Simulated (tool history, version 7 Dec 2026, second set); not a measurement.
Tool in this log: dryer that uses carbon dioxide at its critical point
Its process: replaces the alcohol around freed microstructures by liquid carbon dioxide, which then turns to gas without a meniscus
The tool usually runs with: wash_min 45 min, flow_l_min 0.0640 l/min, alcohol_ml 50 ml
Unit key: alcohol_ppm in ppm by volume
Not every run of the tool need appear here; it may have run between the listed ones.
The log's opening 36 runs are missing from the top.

run     day  wash_min  flow_l_min  alcohol_ml  hours of work since the filter was changed  hours of work since the purifier's bed was changed  alcohol_ppm
 37  66.421        32      0.0719          68                                          78                                                  84         5723
 38  68.238        32      0.0475          25                                          97                                                 102         6250
 39  69.812        69      0.0415          25                                         113                                                 118         1040
 40  71.525        34      0.0415          25                                         130                                                 135         7633
 41  72.788        34      0.0415          25                                         143                                                 148         7688
 42  74.933        36      0.0492         111                                         165                                                 170        20894
 43  76.317        45      0.0472          38                                         178                                                 184         4787
     77.062  -- inlet filter changed
 44  77.638        45      0.0979          82                                           6                                                 197          349
 45  78.929        28      0.0449          27                                          19                                                 210         9346

Branching from run 45: 3 alternative next runs. What would each branch give?
  A  80.646        36      0.0460          56                                          36                                                 227            ?
  B  80.646        43      0.1089          27                                          36                                                 227            ?
  C  80.646        31      0.0449          27                                          36                                                 227            ?

run  alcohol_ppm
  A        11174
  B          118
  C         7885
Without the tool's unlogged condition, the same runs would have read:
run  alcohol_ppm
  A        10731
  B           81
  C         7609
